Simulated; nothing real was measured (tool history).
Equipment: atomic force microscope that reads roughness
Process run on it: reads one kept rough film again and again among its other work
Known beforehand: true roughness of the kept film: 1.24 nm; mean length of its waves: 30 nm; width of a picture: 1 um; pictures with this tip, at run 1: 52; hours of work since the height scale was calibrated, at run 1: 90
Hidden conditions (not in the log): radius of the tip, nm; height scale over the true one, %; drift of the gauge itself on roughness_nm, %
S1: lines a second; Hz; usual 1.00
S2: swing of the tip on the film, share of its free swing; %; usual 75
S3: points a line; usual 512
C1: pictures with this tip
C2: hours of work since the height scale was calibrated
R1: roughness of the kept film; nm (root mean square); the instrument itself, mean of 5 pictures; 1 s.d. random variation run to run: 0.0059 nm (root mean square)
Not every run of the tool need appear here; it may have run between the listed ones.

{"run": 1, "day": 0.0, "S1": 1.0, "S2": 75, "S3": 512, "C1": 52, "C2": 90, "R1": 0.974}
{"run": 2, "day": 0.346, "S1": 1.0, "S2": 75, "S3": 512, "C1": 62, "C2": 94, "R1": 0.963}
{"run": 3, "day": 0.592, "S1": 1.0, "S2": 75, "S3": 512, "C1": 69, "C2": 98, "R1": 0.967}
{"run": 4, "day": 1.008, "S1": 1.0, "S2": 75, "S3": 512, "C1": 82, "C2": 103, "R1": 0.931}
{"run": 5, "day": 1.35, "S1": 1.0, "S2": 75, "S3": 512, "C1": 92, "C2": 107, "R1": 0.933}
{"day": 1.562, "done": "new tip fitted"}
{"run": 6, "day": 1.621, "S1": 1.0, "S2": 75, "S3": 512, "C1": 2, "C2": 111, "R1": 1.07}
{"run": 7, "day": 1.975, "S1": 1.0, "S2": 78, "S3": 512, "C1": 12, "C2": 115, "R1": 1.043}
{"run": 8, "day": 2.175, "S1": 1.0, "S2": 78, "S3": 512, "C1": 18, "C2": 118, "R1": 1.037}
{"run": 9, "day": 2.417, "S1": 1.0, "S2": 78, "S3": 512, "C1": 26, "C2": 121, "R1": 1.019}
{"run": 10, "day": 2.592, "S1": 1.0, "S2": 66, "S3": 512, "C1": 31, "C2": 123, "R1": 1.053}
{"run": 11, "day": 2.992, "S1": 1.0, "S2": 66, "S3": 512, "C1": 43, "C2": 128, "R1": 1.03}
{"run": 12, "day": 3.354, "S1": 2.54, "S2": 75, "S3": 512, "C1": 54, "C2": 133, "R1": 0.879}
{"run": 13, "day": 3.729, "S1": 2.54, "S2": 75, "S3": 512, "C1": 65, "C2": 138, "R1": 0.87}
{"run": 14, "day": 4.104, "S1": 2.54, "S2": 75, "S3": 512, "C1": 76, "C2": 143, "R1": 0.852}
{"run": 15, "day": 4.417, "S1": 1.0, "S2": 75, "S3": 512, "C1": 85, "C2": 147, "R1": 0.939}
{"run": 16, "day": 4.592, "S1": 1.0, "S2": 75, "S3": 512, "C1": 91, "C2": 149, "R1": 0.943}
{"day": 4.871, "done": "new tip fitted"}
{"run": 17, "day": 5.033, "S1": 1.0, "S2": 75, "S3": 512, "C1": 5, "C2": 154, "R1": 1.081}
{"run": 18, "day": 5.212, "S1": 1.0, "S2": 75, "S3": 512, "C1": 11, "C2": 157, "R1": 1.053}
{"run": 19, "day": 5.525, "S1": 1.08, "S2": 75, "S3": 512, "C1": 20, "C2": 161, "R1": 1.038}
{"run": 20, "day": 5.85, "S1": 1.08, "S2": 75, "S3": 512, "C1": 30, "C2": 165, "R1": 1.022}
{"run": 21, "day": 6.054, "S1": 1.0, "S2": 75, "S3": 741, "C1": 36, "C2": 167, "R1": 1.012}
{"run": 22, "day": 6.342, "S1": 2.26, "S2": 75, "S3": 741, "C1": 45, "C2": 171, "R1": 0.92}
{"run": 23, "day": 6.704, "S1": 2.26, "S2": 75, "S3": 741, "C1": 55, "C2": 176, "R1": 0.907}
{"run": 24, "day": 7.067, "S1": 2.26, "S2": 75, "S3": 741, "C1": 66, "C2": 180, "R1": 0.891}
{"run": 25, "day": 7.271, "S1": 1.0, "S2": 75, "S3": 512, "C1": 73, "C2": 183, "R1": 0.96}
{"run": 26, "day": 7.629, "S1": 0.58, "S2": 75, "S3": 275, "C1": 83, "C2": 188, "R1": 0.96}
{"run": 27, "day": 7.883, "S1": 0.58, "S2": 78, "S3": 793, "C1": 91, "C2": 191, "R1": 0.955}
{"day": 8.15, "done": "new tip fitted"}
{"run": 28, "day": 8.15, "S1": 0.58, "S2": 78, "S3": 793, "C1": 0, "C2": 194, "R1": 1.103}
{"run": 29, "day": 8.325, "S1": 0.6, "S2": 78, "S3": 923, "C1": 5, "C2": 196, "R1": 1.097}
{"run": 30, "day": 8.575, "S1": 0.88, "S2": 87, "S3": 274, "C1": 13, "C2": 200, "R1": 0.996}
{"run": 31, "day": 8.908, "S1": 3.52, "S2": 90, "S3": 366, "C1": 23, "C2": 204, "R1": 0.695}
{"run": 32, "day": 9.333, "S1": 1.93, "S2": 90, "S3": 580, "C1": 36, "C2": 209, "R1": 0.821}
{"run": 33, "day": 9.621, "S1": 1.2, "S2": 84, "S3": 317, "C1": 44, "C2": 213, "R1": 0.941}
{"run": 34, "day": 10.038, "S1": 2.15, "S2": 74, "S3": 317, "C1": 57, "C2": 219, "R1": 0.909}
{"run": 35, "day": 10.208, "S1": 2.15, "S2": 62, "S3": 1010, "C1": 62, "C2": 221, "R1": 0.968}
{"run": 36, "day": 10.633, "S1": 1.5, "S2": 59, "S3": 314, "C1": 75, "C2": 226, "R1": 0.988}
{"run": 37, "day": 10.838, "S1": 1.01, "S2": 75, "S3": 678, "C1": 81, "C2": 229, "R1": 0.939}
{"run": 38, "day": 11.192, "S1": 2.34, "S2": 76, "S3": 557, "C1": 91, "C2": 233, "R1": 0.846}
{"day": 11.442, "done": "new tip fitted"}
{"run": 39, "day": 11.533, "S1": 1.67, "S2": 76, "S3": 258, "C1": 3, "C2": 238, "R1": 1.0}
{"run": 40, "day": 11.758, "S1": 1.67, "S2": 76, "S3": 258, "C1": 10, "C2": 240, "R1": 0.983}
{"run": 41, "day": 11.992, "S1": 1.67, "S2": 76, "S3": 258, "C1": 17, "C2": 243, "R1": 0.988}
{"run": 42, "day": 12.35, "S1": 3.4, "S2": 58, "S3": 486, "C1": 28, "C2": 248, "R1": 1.007}
{"run": 43, "day": 12.721, "S1": 1.0, "S2": 61, "S3": 512, "C1": 39, "C2": 253, "R1": 1.054}
{"run": 44, "day": 12.958, "S1": 1.0, "S2": 75, "S3": 271, "C1": 46, "C2": 256, "R1": 0.993}
{"run": 45, "day": 13.371, "S1": 1.0, "S2": 75, "S3": 656, "C1": 58, "C2": 261, "R1": 0.978}
{"run": 46, "day": 13.608, "S1": 3.3, "S2": 84, "S3": 512, "C1": 65, "C2": 264, "R1": 0.738}
{"run": 47, "day": 13.792, "S1": 1.0, "S2": 79, "S3": 512, "C1": 71, "C2": 267, "R1": 0.947}
{"run": 48, "day": 13.996, "S1": 3.32, "S2": 81, "S3": 540, "C1": 77, "C2": 269, "R1": 0.758}
{"run": 49, "day": 14.417, "S1": 0.62, "S2": 75, "S3": 411, "C1": 90, "C2": 275, "R1": 0.96}
{"day": 14.712, "done": "new tip fitted"}
{"run": 50, "day": 14.808, "S1": 0.62, "S2": 75, "S3": 411, "C1": 3, "C2": 280, "R1": 1.095}

5 options for the next run, each taken on its own from the tool as it stands now. Forecast them:
{"run": "A", "day": 15.033, "S1": 0.95, "S2": 67, "S3": 454, "C1": 9, "C2": 282, "R1": "?"}
{"run": "B", "day": 15.033, "S1": 1.0, "S2": 75, "S3": 677, "C1": 9, "C2": 282, "R1": "?"}
{"run": "C", "day": 15.033, "S1": 3.76, "S2": 60, "S3": 980, "C1": 9, "C2": 282, "R1": "?"}
{"run": "D", "day": 15.033, "S1": 1.63, "S2": 84, "S3": 597, "C1": 9, "C2": 282, "R1": "?"}
{"run": "E", "day": 15.033, "S1": 0.73, "S2": 58, "S3": 918, "C1": 9, "C2": 282, "R1": "?"}

run=A R1=1.081
run=B R1=1.068
run=C R1=1.014
run=D R1=0.943
run=E R1=1.123
What these runs would have given with no unlogged condition in the tool:
run=A R1=1.103
run=B R1=1.089
run=C R1=1.034
run=D R1=0.962
run=E R1=1.146
